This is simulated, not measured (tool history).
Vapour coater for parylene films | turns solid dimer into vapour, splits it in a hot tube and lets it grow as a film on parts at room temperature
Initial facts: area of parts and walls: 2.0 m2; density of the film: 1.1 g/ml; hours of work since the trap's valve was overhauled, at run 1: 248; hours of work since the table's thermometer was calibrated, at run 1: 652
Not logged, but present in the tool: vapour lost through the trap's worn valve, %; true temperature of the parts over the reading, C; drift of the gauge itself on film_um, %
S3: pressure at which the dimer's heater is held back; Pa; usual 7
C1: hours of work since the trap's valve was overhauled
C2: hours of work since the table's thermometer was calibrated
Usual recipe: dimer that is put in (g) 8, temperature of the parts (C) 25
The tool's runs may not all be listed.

{"run": 1, "day": 0.0, "dimer that is put in (g)": 8, "temperature of the parts (C)": 25, "S3": 7, "C1": 248, "C2": 652, "thickness of the film (µm)": 1.5}
{"run": 2, "day": 1.204, "dimer that is put in (g)": 9, "temperature of the parts (C)": 25, "S3": 7, "C1": 259, "C2": 664, "thickness of the film (µm)": 1.69}
{"run": 3, "day": 3.25, "dimer that is put in (g)": 8, "temperature of the parts (C)": 25, "S3": 7, "C1": 279, "C2": 684, "thickness of the film (µm)": 1.5}
{"run": 4, "day": 4.117, "dimer that is put in (g)": 8, "temperature of the parts (C)": 27, "S3": 7, "C1": 288, "C2": 692, "thickness of the film (µm)": 1.4}
{"run": 5, "day": 4.971, "dimer that is put in (g)": 8, "temperature of the parts (C)": 23, "S3": 7, "C1": 296, "C2": 701, "thickness of the film (µm)": 1.58}
{"run": 6, "day": 7.004, "dimer that is put in (g)": 8, "temperature of the parts (C)": 23, "S3": 7, "C1": 316, "C2": 721, "thickness of the film (µm)": 1.56}
{"run": 7, "day": 8.004, "dimer that is put in (g)": 8, "temperature of the parts (C)": 23, "S3": 7, "C1": 326, "C2": 730, "thickness of the film (µm)": 1.59}
{"run": 8, "day": 9.396, "dimer that is put in (g)": 8, "temperature of the parts (C)": 23, "S3": 7, "C1": 339, "C2": 744, "thickness of the film (µm)": 1.56}
{"run": 9, "day": 10.3, "dimer that is put in (g)": 8, "temperature of the parts (C)": 23, "S3": 7, "C1": 348, "C2": 753, "thickness of the film (µm)": 1.57}
{"run": 10, "day": 12.288, "dimer that is put in (g)": 7, "temperature of the parts (C)": 23, "S3": 7, "C1": 368, "C2": 772, "thickness of the film (µm)": 1.38}
{"run": 11, "day": 13.671, "dimer that is put in (g)": 7, "temperature of the parts (C)": 23, "S3": 7, "C1": 381, "C2": 786, "thickness of the film (µm)": 1.36}
{"run": 12, "day": 14.583, "dimer that is put in (g)": 6, "temperature of the parts (C)": 25, "S3": 7, "C1": 390, "C2": 795, "thickness of the film (µm)": 1.09}
{"run": 13, "day": 16.067, "dimer that is put in (g)": 6, "temperature of the parts (C)": 25, "S3": 3.8, "C1": 405, "C2": 809, "thickness of the film (µm)": 1.19}
{"run": 14, "day": 17.904, "dimer that is put in (g)": 6, "temperature of the parts (C)": 25, "S3": 3.8, "C1": 423, "C2": 827, "thickness of the film (µm)": 1.21}
{"run": 15, "day": 19.833, "dimer that is put in (g)": 5, "temperature of the parts (C)": 33, "S3": 7, "C1": 442, "C2": 846, "thickness of the film (µm)": 0.73}
{"run": 16, "day": 21.638, "dimer that is put in (g)": 5, "temperature of the parts (C)": 33, "S3": 7, "C1": 459, "C2": 864, "thickness of the film (µm)": 0.71}
{"run": 17, "day": 22.696, "dimer that is put in (g)": 5, "temperature of the parts (C)": 33, "S3": 7, "C1": 470, "C2": 874, "thickness of the film (µm)": 0.7}
{"run": 18, "day": 24.271, "dimer that is put in (g)": 5, "temperature of the parts (C)": 33, "S3": 7, "C1": 485, "C2": 889, "thickness of the film (µm)": 0.7}
{"run": 19, "day": 25.917, "dimer that is put in (g)": 3, "temperature of the parts (C)": 25, "S3": 5.4, "C1": 501, "C2": 906, "thickness of the film (µm)": 0.55}
{"run": 20, "day": 27.017, "dimer that is put in (g)": 11, "temperature of the parts (C)": 25, "S3": 6.68, "C1": 512, "C2": 916, "thickness of the film (µm)": 2}
{"run": 21, "day": 28.592, "dimer that is put in (g)": 11, "temperature of the parts (C)": 25, "S3": 6.68, "C1": 527, "C2": 932, "thickness of the film (µm)": 1.96}
{"run": 22, "day": 29.75, "dimer that is put in (g)": 4, "temperature of the parts (C)": 31, "S3": 4.04, "C1": 539, "C2": 943, "thickness of the film (µm)": 0.64}
{"run": 23, "day": 30.996, "dimer that is put in (g)": 12, "temperature of the parts (C)": 25, "S3": 4.58, "C1": 551, "C2": 955, "thickness of the film (µm)": 2.3}
{"run": 24, "day": 32.525, "dimer that is put in (g)": 8, "temperature of the parts (C)": 29, "S3": 7, "C1": 566, "C2": 970, "thickness of the film (µm)": 1.25}
{"run": 25, "day": 34.212, "dimer that is put in (g)": 3, "temperature of the parts (C)": 25, "S3": 2.1, "C1": 582, "C2": 987, "thickness of the film (µm)": 0.64}
{"run": 26, "day": 35.25, "dimer that is put in (g)": 8, "temperature of the parts (C)": 21, "S3": 4.13, "C1": 592, "C2": 997, "thickness of the film (µm)": 1.77}
{"run": 27, "day": 36.483, "dimer that is put in (g)": 6, "temperature of the parts (C)": 30, "S3": 8.81, "C1": 605, "C2": 1009, "thickness of the film (µm)": 0.88}
{"run": 28, "day": 37.95, "dimer that is put in (g)": 12, "temperature of the parts (C)": 30, "S3": 2.88, "C1": 619, "C2": 1023, "thickness of the film (µm)": 2.15}

Alternative continuations, all from the tool just after run 28; predict every row:
{"run": "A", "day": 39.854, "dimer that is put in (g)": 13, "temperature of the parts (C)": 22, "S3": 3.2, "C1": 637, "C2": 1042, "thickness of the film (µm)": "?"}
{"run": "B", "day": 39.854, "dimer that is put in (g)": 12, "temperature of the parts (C)": 22, "S3": 2.48, "C1": 637, "C2": 1042, "thickness of the film (µm)": "?"}
{"run": "C", "day": 39.854, "dimer that is put in (g)": 5, "temperature of the parts (C)": 18, "S3": 10.53, "C1": 637, "C2": 1042, "thickness of the film (µm)": "?"}
{"run": "D", "day": 39.854, "dimer that is put in (g)": 5, "temperature of the parts (C)": 25, "S3": 7, "C1": 637, "C2": 1042, "thickness of the film (µm)": "?"}

run=A thickness_of_the_film_(µm)=2.9
run=B thickness_of_the_film_(µm)=2.79
run=C thickness_of_the_film_(µm)=1.02
run=D thickness_of_the_film_(µm)=0.88
With the hidden condition removed and each run's random variation left untouched, the same runs would have given:
run=A thickness_of_the_film_(µm)=3.19
run=B thickness_of_the_film_(µm)=3.06
run=C thickness_of_the_film_(µm)=1.12
run=D thickness_of_the_film_(µm)=0.97
